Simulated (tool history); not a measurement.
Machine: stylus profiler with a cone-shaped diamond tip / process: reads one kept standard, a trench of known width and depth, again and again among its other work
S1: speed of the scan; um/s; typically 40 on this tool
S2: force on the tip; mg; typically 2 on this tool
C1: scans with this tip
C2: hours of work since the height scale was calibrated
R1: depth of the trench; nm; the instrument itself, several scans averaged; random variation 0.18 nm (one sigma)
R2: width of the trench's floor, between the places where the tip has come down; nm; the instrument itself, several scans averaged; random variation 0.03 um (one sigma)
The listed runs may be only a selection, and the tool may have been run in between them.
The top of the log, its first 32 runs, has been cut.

| run | hour | S1 | S2 | C1 | C2 | R1 | R2 |
|---|---|---|---|---|---|---|---|
| 33 | 602.5 | 15 | 2 | 6382 | 466 | 1012.79 | 26480 |
| 34 | 617.2 | 12 | 0.73 | 6518 | 476 | 1006.38 | 26460 |
| 35 | 635.4 | 12 | 0.73 | 6686 | 489 | 1006.72 | 26520 |
| 36 | 658.1 | 12 | 0.73 | 6896 | 504 | 1006.72 | 26430 |
| 37 | 683.8 | 12 | 0.73 | 7133 | 521 | 1006.67 | 26470 |
| 38 | 703.5 | 94 | 3.95 | 7316 | 535 | 1020.53 | 26310 |
| 39 | 720.1 | 94 | 3.95 | 7469 | 546 | 1020.48 | 26310 |
| 40 | 741.6 | 94 | 3.95 | 7667 | 560 | 1020.43 | 26280 |
| 41 | 757.1 | 12 | 2 | 7811 | 571 | 1012.74 | 26470 |
| 42 | 782.2 | 61 | 3.77 | 8043 | 588 | 1020.24 | 26370 |
| 43 | 805.3 | 61 | 3.77 | 8256 | 603 | 1019.7 | 26400 |
| 44 | 822.6 | 11 | 3.23 | 8416 | 615 | 1017.62 | 26500 |
| 45 | 834.2 | 11 | 3.23 | 8523 | 623 | 1017.94 | 26450 |
| 46 | 847.5 | 76 | 5.86 | 8646 | 632 | 1026.38 | 26410 |
| 47 | 866.1 | 40 | 3.64 | 8818 | 645 | 1019.4 | 26440 |
| 48 | 885.8 | 66 | 0.75 | 8999 | 658 | 1006.56 | 26200 |

Alternative continuations, all from the tool just after run 48; predict every row:
| A | 900.5 | 37 | 1.39 | 9135 | 668 | ? | ? |
| B | 900.5 | 18 | 3.25 | 9135 | 668 | ? | ? |
| C | 900.5 | 42 | 4.74 | 9135 | 668 | ? | ? |

| run | R1 | R2 |
|---|---|---|
| A | 1010.14 | 26350 |
| B | 1017.89 | 26510 |
| C | 1023.09 | 26410 |
Had the tool no hidden state, the same runs would have come out as:
| run | R1 | R2 |
|---|---|---|
| A | 1010.13 | 26370 |
| B | 1017.88 | 26520 |
| C | 1023.08 | 26420 |
